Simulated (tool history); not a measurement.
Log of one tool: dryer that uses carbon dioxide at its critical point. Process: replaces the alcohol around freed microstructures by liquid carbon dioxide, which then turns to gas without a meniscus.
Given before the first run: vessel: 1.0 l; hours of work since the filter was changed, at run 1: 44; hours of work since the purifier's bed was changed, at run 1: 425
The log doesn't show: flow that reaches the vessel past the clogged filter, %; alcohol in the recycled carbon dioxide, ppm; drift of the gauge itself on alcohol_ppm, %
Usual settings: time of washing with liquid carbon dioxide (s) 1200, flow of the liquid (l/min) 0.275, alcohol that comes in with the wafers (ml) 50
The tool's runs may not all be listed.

run	hour	time of washing with liquid carbon dioxide (s)	flow of the liquid (l/min)	alcohol that comes in with the wafers (ml)	hours of work since the filter was changed	hours of work since the purifier's bed was changed	alcohol left in the vessel before it's heated (ppm by volume)
1	0	1200	0.275	50	44	425	617
2	39.1	900	0.275	50	65	447	1800
3	68.7	1200	0.275	50	81	463	638
4	96	1200	0.275	50	96	477	666
5	128.3	1200	0.275	50	114	495	654
6	144.7	1200	0.275	93	122	503	1190
7	175.4	1200	0.275	93	139	520	1208
8	204.4	1440	0.275	50	155	536	333
9	229.5	1440	0.275	50	168	549	341
10	261.4	1620	0.262	27	185	566	178
11	292.3	1620	0.262	65	202	583	320
12	313.8	1620	0.262	65	214	595	315
13	345.6	1800	0.275	97	231	612	240
14	362.6	1080	0.275	50	240	621	1086
15	387.4	780	0.275	50	253	634	3071

Below are 3 alternative next runs, each starting from the tool's condition after run 15. Predict each:
A	418.4	1680	0.257	39	270	651	?
B	418.4	1500	0.248	50	270	651	?
C	418.4	780	0.417	50	270	651	?

run	alcohol left in the vessel before it's heated (ppm by volume)
A	231
B	472
C	850
Without the tool's hidden state the same runs would have given:
run	alcohol left in the vessel before it's heated (ppm by volume)
A	102
B	295
C	619
